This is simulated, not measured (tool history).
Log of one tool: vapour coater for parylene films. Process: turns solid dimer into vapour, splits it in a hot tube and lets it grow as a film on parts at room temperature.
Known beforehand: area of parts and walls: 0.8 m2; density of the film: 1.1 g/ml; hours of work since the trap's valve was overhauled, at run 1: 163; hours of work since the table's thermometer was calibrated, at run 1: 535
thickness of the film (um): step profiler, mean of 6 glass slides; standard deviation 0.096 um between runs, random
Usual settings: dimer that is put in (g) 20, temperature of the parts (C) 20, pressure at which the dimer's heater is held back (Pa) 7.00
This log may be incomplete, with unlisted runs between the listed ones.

| run | day | dimer that is put in (g) | temperature of the parts (C) | pressure at which the dimer's heater is held back (Pa) | hours of work since the trap's valve was overhauled | hours of work since the table's thermometer was calibrated | thickness of the film (um) |
|---|---|---|---|---|---|---|---|
| 1 | 0.000 | 20 | 20 | 7.00 | 163 | 535 | 11.87 |
| 2 | 0.608 | 20 | 25 | 7.00 | 175 | 547 | 10.01 |
| 3 | 1.542 | 20 | 25 | 7.00 | 195 | 567 | 9.97 |
| 4 | 2.738 | 20 | 25 | 7.00 | 221 | 593 | 9.99 |
| 5 | 3.725 | 20 | 25 | 7.00 | 242 | 614 | 9.73 |
| 6 | 5.050 | 20 | 25 | 7.58 | 270 | 642 | 9.92 |
| 7 | 6.254 | 20 | 20 | 7.00 | 296 | 668 | 12.15 |
| 8 | 7.325 | 20 | 20 | 2.81 | 319 | 691 | 14.03 |
| 9 | 8.325 | 20 | 20 | 2.81 | 340 | 712 | 13.93 |
| 10 | 9.146 | 20 | 20 | 7.00 | 358 | 730 | 11.95 |

Forecast run 11:
| 11 | 10.458 | 10 | 14 | 8.97 | 385 | 757 | ? |

thickness of the film (um): 7.36
If the tool had no hidden condition, the same run with the same run-to-run variation would have returned thickness of the film (um) 7.40.
